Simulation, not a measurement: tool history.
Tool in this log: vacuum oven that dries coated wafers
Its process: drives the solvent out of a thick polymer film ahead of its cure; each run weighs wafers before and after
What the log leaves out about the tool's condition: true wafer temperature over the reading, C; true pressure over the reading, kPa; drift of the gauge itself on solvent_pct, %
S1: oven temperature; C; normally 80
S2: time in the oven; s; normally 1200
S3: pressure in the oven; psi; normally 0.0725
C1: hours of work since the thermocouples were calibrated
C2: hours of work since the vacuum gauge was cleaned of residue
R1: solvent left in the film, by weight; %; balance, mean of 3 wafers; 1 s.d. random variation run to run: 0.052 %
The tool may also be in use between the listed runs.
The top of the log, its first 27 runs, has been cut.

| run | hour | S1 | S2 | S3 | C1 | C2 | R1 |
|---|---|---|---|---|---|---|---|
| 28 | 1354.4 | 80 | 1200 | 0.0416 | 1146 | 1489 | 1.91 |
| 29 | 1385.4 | 90 | 1740 | 0.0725 | 1158 | 1502 | 0.12 |
| 30 | 1445.1 | 78 | 1200 | 0.1936 | 1183 | 1526 | 2.74 |
| 31 | 1517.4 | 85 | 960 | 0.1614 | 1213 | 1556 | 1.61 |
| 32 | 1567.2 | 92 | 1200 | 0.116 | 1234 | 1577 | 0.3 |
| 33 | 1620.4 | 80 | 2100 | 0.0392 | 1256 | 1599 | 0.7 |
| 34 | 1683 | 92 | 1980 | 0.0641 | 1282 | 1625 | 0.01 |
|  | 1702.5 | oven's thermocouples calibrated |
| 35 | 1755.4 | 73 | 1620 | 0.0468 | 22 | 1654 | 2.23 |
| 36 | 1798.5 | 79 | 1020 | 0.0725 | 40 | 1672 | 2.28 |
| 37 | 1861.3 | 87 | 1380 | 0.0725 | 66 | 1698 | 0.39 |
| 38 | 1914.1 | 87 | 1380 | 0.0725 | 87 | 1720 | 0.35 |

What if the next run were any one of these 4? Each begins from the tool's condition after run 38:
| A | 1969.8 | 82 | 720 | 0.0406 | 110 | 1743 | ? |
| B | 1969.8 | 87 | 1920 | 0.0725 | 110 | 1743 | ? |
| C | 1969.8 | 79 | 1800 | 0.0468 | 110 | 1743 | ? |
| D | 1969.8 | 65 | 1200 | 0.1085 | 110 | 1743 | ? |

| run | R1 |
|---|---|
| A | 2.67 |
| B | 0.21 |
| C | 0.72 |
| D | 5.74 |
Take away the tool's hidden state, keep each run's random variation, and the runs would have read:
| run | R1 |
|---|---|
| A | 2.61 |
| B | 0.16 |
| C | 0.64 |
| D | 5.65 |
